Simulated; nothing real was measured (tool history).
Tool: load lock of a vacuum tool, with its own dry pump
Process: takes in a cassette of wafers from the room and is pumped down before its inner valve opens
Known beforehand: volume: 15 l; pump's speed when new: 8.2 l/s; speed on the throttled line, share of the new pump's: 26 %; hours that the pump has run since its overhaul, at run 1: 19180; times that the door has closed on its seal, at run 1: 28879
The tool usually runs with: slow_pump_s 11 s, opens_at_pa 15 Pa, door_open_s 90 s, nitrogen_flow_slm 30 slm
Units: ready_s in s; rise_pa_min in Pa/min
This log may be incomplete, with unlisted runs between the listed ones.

run,hour,slow_pump_s,opens_at_pa,door_open_s,nitrogen_flow_slm,hours that the pump has run since its overhaul,times that the door has closed on its seal,"incoming humidity of the room's air, %",ready_s,rise_pa_min
1,0.0,11,15,90,30,19180,28879,44.9,29.2,0.285
2,314.9,11,18,90,30,19494,29655,46.2,28.2,0.291
3,481.9,11,15,90,30,19661,30066,44.8,29.2,0.296
4,761.0,9,15,90,30,19941,30754,44.6,27.7,0.302
5,936.3,9,15,90,30,20116,31186,47.0,27.9,0.311
6,1110.0,9,15,90,30,20290,31615,48.2,27.9,0.319
7,1358.0,9,15,90,30,20537,32225,44.8,27.9,0.314
8,1660.3,9,15,90,30,20840,32971,45.4,28.3,0.335
# hour 1834.2: dry pump taken out, an overhauled one fitted
9,1898.5,9,15,129,30,64,33543,39.1,22.8,0.353
10,2117.1,9,15,129,30,283,34082,41.8,22.8,0.359
11,2404.8,9,15,129,30,571,34791,41.1,23.1,0.370
# hour 2591.9: door's seal changed, seat wiped
12,2650.4,9,15,129,13,815,144,42.5,22.8,0.097
13,2852.0,9,15,129,13,1016,641,41.7,22.9,0.099
14,3072.8,9,15,129,13,1237,1185,41.2,23.0,0.093
15,3211.7,11,15,90,15,1376,1527,43.8,24.6,0.074
16,3362.5,11,15,90,15,1527,1899,46.1,24.6,0.077
17,3562.8,11,15,90,15,1727,2393,43.2,24.6,0.079
18,3802.7,11,15,90,15,1967,2984,40.3,25.2,0.070
19,3983.3,11,15,90,15,2148,3429,43.5,24.3,0.081
20,4178.0,11,15,90,15,2342,3909,42.9,24.2,0.082
21,4464.5,11,15,90,15,2629,4615,47.2,25.1,0.095
22,4648.8,11,15,90,15,2813,5069,46.5,24.4,0.090
23,4797.0,19,19,48,8,2961,5434,42.5,30.1,0.069
24,4934.6,8,23,48,8,3099,5774,45.2,21.9,0.072
25,5161.8,10,10,48,17,3326,6334,45.8,25.1,0.062
26,5409.7,7,12,27,17,3574,6944,46.1,22.9,0.056
27,5555.8,11,15,104,30,3720,7305,45.6,24.5,0.083
28,5748.2,13,16,90,7,3912,7779,43.5,26.1,0.113
29,6062.4,10,15,102,16,4227,8553,43.7,24.2,0.105
30,6313.0,11,15,90,6,4477,9171,42.3,24.8,0.117
31,6499.3,11,15,90,6,4664,9630,45.3,25.1,0.128
32,6811.9,12,29,30,12,4976,10400,46.4,24.3,0.085
33,6991.7,12,15,30,12,5156,10843,45.0,25.5,0.085
34,7127.9,12,15,30,12,5292,11179,41.8,26.1,0.085
35,7409.0,12,15,30,12,5573,11872,46.8,26.2,0.096
36,7563.1,12,15,30,12,5727,12251,46.5,26.5,0.097

Below, some changes in ready_s between adjacent runs. For each, the amount present without the hidden state too (settings, incoming material, random variation) and the amount remaining for the hidden state with gauge scatter not shared by both compared results:
Unlogged tool condition in this case: pump's speed, % of a new pump's; leak at the door's seal, Pa l/s; drift of the gauge itself on ready_s, %; drift of the gauge itself on rise_pa_min, %.
Run 3 -> 4: slow_pump_s 11 -> 9. ready_s -1.5 s: hidden state +0.3, all else -1.8.
Run 6 -> 7: no setting changed, nothing entered. ready_s +0.0 s: hidden state +0.2, all else -0.2.
Run 8 -> 9: door_open_s 90 -> 129, dry pump taken out, an overhauled one fitted. ready_s -5.5 s: hidden state -5.0, all else -0.5.
Run 22 -> 23: slow_pump_s 11 -> 19, opens_at_pa 15 -> 19, door_open_s 90 -> 48, nitrogen_flow_slm 15 -> 8. ready_s +5.7 s: hidden state -0.1, all else +5.8.
Run 23 -> 24: slow_pump_s 19 -> 8, opens_at_pa 19 -> 23. ready_s -8.2 s: hidden state +0.2, all else -8.4.
